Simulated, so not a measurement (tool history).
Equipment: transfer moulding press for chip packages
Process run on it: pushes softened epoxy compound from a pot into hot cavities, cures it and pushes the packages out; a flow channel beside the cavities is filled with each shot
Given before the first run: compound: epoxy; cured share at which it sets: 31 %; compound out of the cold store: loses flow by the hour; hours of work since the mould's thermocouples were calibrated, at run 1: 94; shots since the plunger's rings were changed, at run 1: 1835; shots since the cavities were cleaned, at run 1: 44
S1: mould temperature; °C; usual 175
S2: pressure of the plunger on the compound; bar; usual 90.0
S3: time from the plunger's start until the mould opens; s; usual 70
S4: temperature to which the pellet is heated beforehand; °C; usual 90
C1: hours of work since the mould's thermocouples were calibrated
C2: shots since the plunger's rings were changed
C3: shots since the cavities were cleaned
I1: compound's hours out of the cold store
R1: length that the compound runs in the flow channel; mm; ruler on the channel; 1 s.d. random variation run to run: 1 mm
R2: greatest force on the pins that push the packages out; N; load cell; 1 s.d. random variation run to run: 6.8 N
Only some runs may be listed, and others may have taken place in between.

run 1 day=0.000 | S1=175 S2=90.0 S3=70 S4=90 | C1=94 C2=1835 C3=44 | I1=25.5 | R1=536 R2=328
run 2 day=0.354 | S1=175 S2=90.0 S3=70 S4=90 | C1=100 C2=1980 C3=189 | I1=9.9 | R1=572 R2=435
run 3 day=0.917 | S1=175 S2=90.0 S3=70 S4=90 | C1=109 C2=2208 C3=417 | I1=23.0 | R1=541 R2=486
run 4 day=1.350 | S1=175 S2=90.0 S3=70 S4=90 | C1=116 C2=2384 C3=593 | I1=11.6 | R1=566 R2=553
-- day=1.583 cavities cleaned with cleaning compound and waxed
run 5 day=1.846 | S1=180 S2=90.0 S3=70 S4=90 | C1=124 C2=2561 C3=107 | I1=44.6 | R1=482 R2=268
run 6 day=2.142 | S1=175 S2=90.0 S3=91 S4=90 | C1=128 C2=2680 C3=226 | I1=30.5 | R1=523 R2=269
run 7 day=2.738 | S1=175 S2=90.0 S3=91 S4=90 | C1=138 C2=2925 C3=471 | I1=28.0 | R1=525 R2=311
-- day=3.258 cavities cleaned with cleaning compound and waxed
run 8 day=3.417 | S1=175 S2=90.0 S3=70 S4=90 | C1=148 C2=3175 C3=65 | I1=21.0 | R1=540 R2=350
-- day=3.954 plunger's sealing rings changed
run 9 day=4.142 | S1=175 S2=92.0 S3=70 S4=90 | C1=158 C2=78 C3=318 | I1=15.2 | R1=575 R2=475
run 10 day=4.621 | S1=175 S2=92.0 S3=70 S4=90 | C1=166 C2=271 C3=511 | I1=32.5 | R1=534 R2=509
-- day=5.046 cavities cleaned with cleaning compound and waxed
run 11 day=5.279 | S1=175 S2=88.1 S3=70 S4=90 | C1=176 C2=514 C3=94 | I1=25.1 | R1=537 R2=362
run 12 day=5.558 | S1=177 S2=90.0 S3=70 S4=90 | C1=180 C2=628 C3=208 | I1=40.5 | R1=504 R2=355
run 13 day=5.883 | S1=177 S2=90.0 S3=70 S4=90 | C1=186 C2=761 C3=341 | I1=32.6 | R1=521 R2=410
run 14 day=6.154 | S1=177 S2=90.0 S3=100 S4=90 | C1=190 C2=871 C3=451 | I1=36.6 | R1=511 R2=291
-- day=6.288 mould's thermocouples calibrated
run 15 day=6.662 | S1=177 S2=90.0 S3=89 S4=96 | C1=6 C2=1044 C3=624 | I1=27.8 | R1=530 R2=333
-- day=6.808 cavities cleaned with cleaning compound and waxed
-- day=7.350 mould's thermocouples calibrated, once more
run 16 day=7.350 | S1=175 S2=102.8 S3=70 S4=90 | C1=0 C2=1263 C3=186 | I1=8.2 | R1=621 R2=426
run 17 day=7.900 | S1=175 S2=102.8 S3=70 S4=90 | C1=9 C2=1487 C3=410 | I1=18.9 | R1=591 R2=484
run 18 day=8.271 | S1=178 S2=102.8 S3=73 S4=91 | C1=15 C2=1639 C3=562 | I1=13.6 | R1=597 R2=395
-- day=8.567 cavities cleaned with cleaning compound and waxed
run 19 day=8.942 | S1=172 S2=90.9 S3=61 S4=87 | C1=25 C2=1887 C3=153 | I1=30.2 | R1=536 R2=695
run 20 day=9.596 | S1=172 S2=90.9 S3=61 S4=87 | C1=36 C2=2153 C3=419 | I1=23.8 | R1=550 R2=868
run 21 day=10.162 | S1=172 S2=90.9 S3=61 S4=82 | C1=45 C2=2383 C3=649 | I1=39.1 | R1=512 R2=941
-- day=10.262 cavities cleaned with cleaning compound and waxed
run 22 day=10.721 | S1=170 S2=90.0 S3=70 S4=93 | C1=53 C2=2584 C3=187 | I1=29.9 | R1=534 R2=573
run 23 day=11.012 | S1=170 S2=90.0 S3=70 S4=93 | C1=58 C2=2703 C3=306 | I1=38.3 | R1=517 R2=617
run 24 day=11.342 | S1=170 S2=90.0 S3=70 S4=93 | C1=63 C2=2838 C3=441 | I1=18.5 | R1=559 R2=705
run 25 day=11.808 | S1=170 S2=90.0 S3=70 S4=93 | C1=71 C2=3027 C3=630 | I1=47.3 | R1=495 R2=729
-- day=11.925 cavities cleaned with cleaning compound and waxed
run 26 day=12.162 | S1=170 S2=90.0 S3=70 S4=93 | C1=75 C2=3145 C3=96 | I1=8.7 | R1=581 R2=564
-- day=12.754 plunger's sealing rings changed
run 27 day=12.754 | S1=183 S2=90.0 S3=70 S4=97 | C1=83 C2=0 C3=296 | I1=26.7 | R1=522 R2=289

3 ways to go on from here, each from the tool as it stands after run 27. What would each give?
run A day=13.117 | S1=168 S2=93.0 S3=70 S4=99 | C1=89 C2=147 C3=443 | I1=22.5 | R1=? R2=?
run B day=13.117 | S1=169 S2=99.5 S3=108 S4=97 | C1=89 C2=147 C3=443 | I1=48.0 | R1=? R2=?
run C day=13.117 | S1=183 S2=90.0 S3=70 S4=97 | C1=89 C2=147 C3=443 | I1=21.1 | R1=? R2=?

run=A R1=574 R2=813
run=B R1=534 R2=301
run=C R1=535 R2=326
With no hidden state in the tool, these same runs would have given:
run=A R1=574 R2=484
run=B R1=533 R2=183
run=C R1=535 R2=195
